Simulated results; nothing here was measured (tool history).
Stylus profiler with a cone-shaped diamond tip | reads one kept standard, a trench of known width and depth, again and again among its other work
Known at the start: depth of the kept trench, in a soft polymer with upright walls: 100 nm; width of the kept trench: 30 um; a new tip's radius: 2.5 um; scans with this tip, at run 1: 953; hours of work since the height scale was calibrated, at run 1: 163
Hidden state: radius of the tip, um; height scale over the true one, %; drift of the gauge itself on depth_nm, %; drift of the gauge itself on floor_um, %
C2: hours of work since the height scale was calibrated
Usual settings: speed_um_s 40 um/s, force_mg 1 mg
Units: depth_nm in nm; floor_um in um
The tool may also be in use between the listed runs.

run 1 hour=0 | speed_um_s=40 force_mg=1 | scans_with_this_tip=953 C2=163 | depth_nm=100.88 floor_um=28.09
run 2 hour=12.3 | speed_um_s=40 force_mg=2.13 | scans_with_this_tip=988 C2=169 | depth_nm=101.35 floor_um=28.22
run 3 hour=38 | speed_um_s=40 force_mg=2.13 | scans_with_this_tip=1062 C2=182 | depth_nm=101.29 floor_um=28.24
run 4 hour=49.8 | speed_um_s=40 force_mg=2.03 | scans_with_this_tip=1095 C2=187 | depth_nm=101.29 floor_um=28.25
run 5 hour=65.5 | speed_um_s=40 force_mg=1 | scans_with_this_tip=1140 C2=195 | depth_nm=100.8 floor_um=28.14
run 6 hour=76.6 | speed_um_s=40 force_mg=1 | scans_with_this_tip=1172 C2=200 | depth_nm=100.79 floor_um=28.08
run 7 hour=93.8 | speed_um_s=40 force_mg=1 | scans_with_this_tip=1221 C2=209 | depth_nm=100.72 floor_um=28.16
run 8 hour=113.5 | speed_um_s=40 force_mg=1 | scans_with_this_tip=1278 C2=219 | depth_nm=100.74 floor_um=28.12
run 9 hour=132.3 | speed_um_s=40 force_mg=1 | scans_with_this_tip=1332 C2=228 | depth_nm=100.81 floor_um=28.09
run 10 hour=151.9 | speed_um_s=40 force_mg=0.72 | scans_with_this_tip=1388 C2=237 | depth_nm=100.59 floor_um=28.04
run 11 hour=173.6 | speed_um_s=40 force_mg=1.25 | scans_with_this_tip=1450 C2=248 | depth_nm=101.03 floor_um=28.15
run 12 hour=190.9 | speed_um_s=40 force_mg=1.25 | scans_with_this_tip=1500 C2=256 | depth_nm=100.94 floor_um=28.12
run 13 hour=216.9 | speed_um_s=25 force_mg=1.04 | scans_with_this_tip=1574 C2=269 | depth_nm=100.77 floor_um=28.2
run 14 hour=231.5 | speed_um_s=48 force_mg=1.79 | scans_with_this_tip=1616 C2=276 | depth_nm=101.08 floor_um=28.14
run 15 hour=246.6 | speed_um_s=135 force_mg=1.23 | scans_with_this_tip=1659 C2=284 | depth_nm=101 floor_um=27.28
run 16 hour=262.2 | speed_um_s=135 force_mg=1.23 | scans_with_this_tip=1704 C2=291 | depth_nm=101.03 floor_um=27.31
run 17 hour=284.7 | speed_um_s=96 force_mg=1.23 | scans_with_this_tip=1769 C2=302 | depth_nm=100.88 floor_um=27.66

Measured less the same run without the tool's hidden state. The same run-to-run variation is in both; the gauge's scatter may not be:
run=1 depth_nm=-0.05 floor_um=-0.08
run=2 depth_nm=-0.05 floor_um=-0.09
run=3 depth_nm=-0.06 floor_um=-0.09
run=4 depth_nm=-0.06 floor_um=-0.09
run=5 depth_nm=-0.06 floor_um=-0.09
run=6 depth_nm=-0.07 floor_um=-0.1
run=7 depth_nm=-0.07 floor_um=-0.1
run=8 depth_nm=-0.07 floor_um=-0.11
run=9 depth_nm=-0.07 floor_um=-0.11
run=10 depth_nm=-0.07 floor_um=-0.11
run=11 depth_nm=-0.08 floor_um=-0.12
run=12 depth_nm=-0.08 floor_um=-0.13
run=13 depth_nm=-0.09 floor_um=-0.13
run=14 depth_nm=-0.09 floor_um=-0.13
run=15 depth_nm=-0.09 floor_um=-0.13
run=16 depth_nm=-0.1 floor_um=-0.13
run=17 depth_nm=-0.1 floor_um=-0.14
